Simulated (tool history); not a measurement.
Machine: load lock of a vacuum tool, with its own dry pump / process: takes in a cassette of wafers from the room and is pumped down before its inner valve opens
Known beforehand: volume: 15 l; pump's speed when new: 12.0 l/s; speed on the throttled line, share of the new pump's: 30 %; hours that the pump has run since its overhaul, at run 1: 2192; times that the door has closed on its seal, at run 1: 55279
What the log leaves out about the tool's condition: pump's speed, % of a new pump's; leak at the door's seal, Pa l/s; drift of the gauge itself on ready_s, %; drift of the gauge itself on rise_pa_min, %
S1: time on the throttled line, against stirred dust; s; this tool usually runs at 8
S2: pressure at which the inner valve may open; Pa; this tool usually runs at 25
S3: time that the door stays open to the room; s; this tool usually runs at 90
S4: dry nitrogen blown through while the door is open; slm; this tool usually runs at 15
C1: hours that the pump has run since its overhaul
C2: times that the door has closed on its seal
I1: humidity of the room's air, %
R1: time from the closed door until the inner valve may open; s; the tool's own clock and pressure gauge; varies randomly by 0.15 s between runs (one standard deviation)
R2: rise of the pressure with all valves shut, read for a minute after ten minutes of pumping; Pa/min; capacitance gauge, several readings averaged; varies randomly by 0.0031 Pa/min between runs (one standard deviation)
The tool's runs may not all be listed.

run 1 hour=0 | S1=8 S2=25 S3=90 S4=15 | C1=2192 C2=55279 | I1=45.7 | R1=16 R2=0.246
-- hour=315.7 door's seal changed, seat wiped
run 2 hour=408.7 | S1=8 S2=25 S3=90 S4=15 | C1=2599 C2=255 | I1=43.1 | R1=16.4 R2=0.075
run 3 hour=710.8 | S1=8 S2=25 S3=90 S4=15 | C1=2901 C2=1087 | I1=49.9 | R1=16.3 R2=0.091
run 4 hour=1141.6 | S1=8 S2=25 S3=90 S4=15 | C1=3332 C2=2273 | I1=42.6 | R1=16.1 R2=0.075
run 5 hour=1629.7 | S1=8 S2=25 S3=90 S4=15 | C1=3820 C2=3617 | I1=46 | R1=16.5 R2=0.082
run 6 hour=1994.7 | S1=4 S2=27 S3=104 S4=9 | C1=4185 C2=4622 | I1=47 | R1=14.2 R2=0.102
run 7 hour=2434.5 | S1=8 S2=25 S3=90 S4=18 | C1=4625 C2=5833 | I1=46.1 | R1=16.8 R2=0.084
run 8 hour=2893 | S1=8 S2=25 S3=90 S4=18 | C1=5083 C2=7095 | I1=42.4 | R1=16.6 R2=0.079
run 9 hour=3342.7 | S1=9 S2=23 S3=90 S4=5 | C1=5533 C2=8333 | I1=43.1 | R1=17.6 R2=0.105
run 10 hour=3653.4 | S1=8 S2=44 S3=239 S4=15 | C1=5844 C2=9189 | I1=44.5 | R1=16.1 R2=0.137

Here are 5 independent what-if runs from the current tool condition. What would each one return?
run A hour=4245 | S1=8 S2=30 S3=156 S4=15 | C1=6435 C2=10818 | I1=47.1 | R1=? R2=?
run B hour=4245 | S1=8 S2=44 S3=239 S4=4 | C1=6435 C2=10818 | I1=45.8 | R1=? R2=?
run C hour=4245 | S1=14 S2=44 S3=230 S4=9 | C1=6435 C2=10818 | I1=44.3 | R1=? R2=?
run D hour=4245 | S1=8 S2=44 S3=136 S4=15 | C1=6435 C2=10818 | I1=46 | R1=? R2=?
run E hour=4245 | S1=5 S2=25 S3=27 S4=15 | C1=6435 C2=10818 | I1=45.7 | R1=? R2=?

run=A R1=17 R2=0.119
run=B R1=16.3 R2=0.182
run=C R1=20 R2=0.149
run=D R1=16.5 R2=0.118
run=E R1=15 R2=0.055
What these runs would have given with no unlogged condition in the tool:
run=A R1=16 R2=0.107
run=B R1=15.3 R2=0.17
run=C R1=19.3 R2=0.137
run=D R1=15.6 R2=0.106
run=E R1=13.8 R2=0.043

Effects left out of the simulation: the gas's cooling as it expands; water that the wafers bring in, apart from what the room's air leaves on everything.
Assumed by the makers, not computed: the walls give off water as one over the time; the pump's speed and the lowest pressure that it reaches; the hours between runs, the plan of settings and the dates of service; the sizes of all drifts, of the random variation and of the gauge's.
